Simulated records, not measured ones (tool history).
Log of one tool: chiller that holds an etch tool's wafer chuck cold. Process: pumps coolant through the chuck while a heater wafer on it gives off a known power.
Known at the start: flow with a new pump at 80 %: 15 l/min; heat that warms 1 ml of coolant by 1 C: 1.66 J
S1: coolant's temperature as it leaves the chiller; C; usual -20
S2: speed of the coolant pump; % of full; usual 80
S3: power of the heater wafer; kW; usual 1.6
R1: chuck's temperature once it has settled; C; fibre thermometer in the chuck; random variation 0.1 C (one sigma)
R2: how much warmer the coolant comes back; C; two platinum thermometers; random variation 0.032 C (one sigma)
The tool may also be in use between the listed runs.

run 1 hour=0 | S1=-20 S2=80 S3=1.6 | R1=-6.9 R2=3.87
run 2 hour=39.9 | S1=-20 S2=80 S3=1.6 | R1=-7.1 R2=3.79
run 3 hour=75.8 | S1=-20 S2=80 S3=1.6 | R1=-7.2 R2=3.82
run 4 hour=95.1 | S1=-20 S2=80 S3=1.6 | R1=-6.9 R2=3.83
run 5 hour=134.4 | S1=-20 S2=80 S3=1.6 | R1=-7 R2=3.83
run 6 hour=158.9 | S1=-20 S2=80 S3=1.6 | R1=-7 R2=3.83
run 7 hour=188.6 | S1=-20 S2=80 S3=1.6 | R1=-7 R2=3.8
run 8 hour=205.7 | S1=-20 S2=80 S3=1.6 | R1=-6.9 R2=3.82
run 9 hour=223.8 | S1=-20 S2=80 S3=1.6 | R1=-7 R2=3.77
run 10 hour=259.6 | S1=-22 S2=80 S3=1.6 | R1=-9.1 R2=3.75
run 11 hour=296.6 | S1=-23 S2=80 S3=1.6 | R1=-10.1 R2=3.74
run 12 hour=338 | S1=-23 S2=80 S3=1.6 | R1=-10.1 R2=3.72
run 13 hour=375.1 | S1=-17 S2=98 S3=2.015 | R1=-2.4 R2=3.8
run 14 hour=416.4 | S1=-17 S2=98 S3=0.966 | R1=-9.9 R2=1.71
run 15 hour=441.2 | S1=-28 S2=81 S3=1.213 | R1=-18.3 R2=2.76
run 16 hour=458.2 | S1=-19 S2=83 S3=2.263 | R1=-1.3 R2=5.16
run 17 hour=486.5 | S1=-24 S2=67 S3=1.86 | R1=-7.4 R2=5.21
run 18 hour=516.3 | S1=-20 S2=63 S3=1.394 | R1=-7.2 R2=4.1
run 19 hour=534.5 | S1=-20 S2=63 S3=1.394 | R1=-7 R2=4.05
run 20 hour=555.3 | S1=-11 S2=89 S3=1.6 | R1=1.2 R2=3.32
run 21 hour=594.9 | S1=-18 S2=63 S3=1.6 | R1=-3.1 R2=4.75

Forecast each of these 4 alternatives for the next run:
run A hour=618.4 | S1=-18 S2=63 S3=1.108 | R1=? R2=?
run B hour=618.4 | S1=-20 S2=80 S3=0.833 | R1=? R2=?
run C hour=618.4 | S1=-17 S2=63 S3=1.518 | R1=? R2=?
run D hour=618.4 | S1=-27 S2=63 S3=1.267 | R1=? R2=?

run=A R1=-7.5 R2=3.2
run=B R1=-13.3 R2=1.78
run=C R1=-2.7 R2=4.46
run=D R1=-15.2 R2=3.7
Without the tool's hidden state the same runs would have given:
run=A R1=-7.5 R2=3.42
run=B R1=-13.3 R2=2
run=C R1=-2.7 R2=4.68
run=D R1=-15.2 R2=3.92
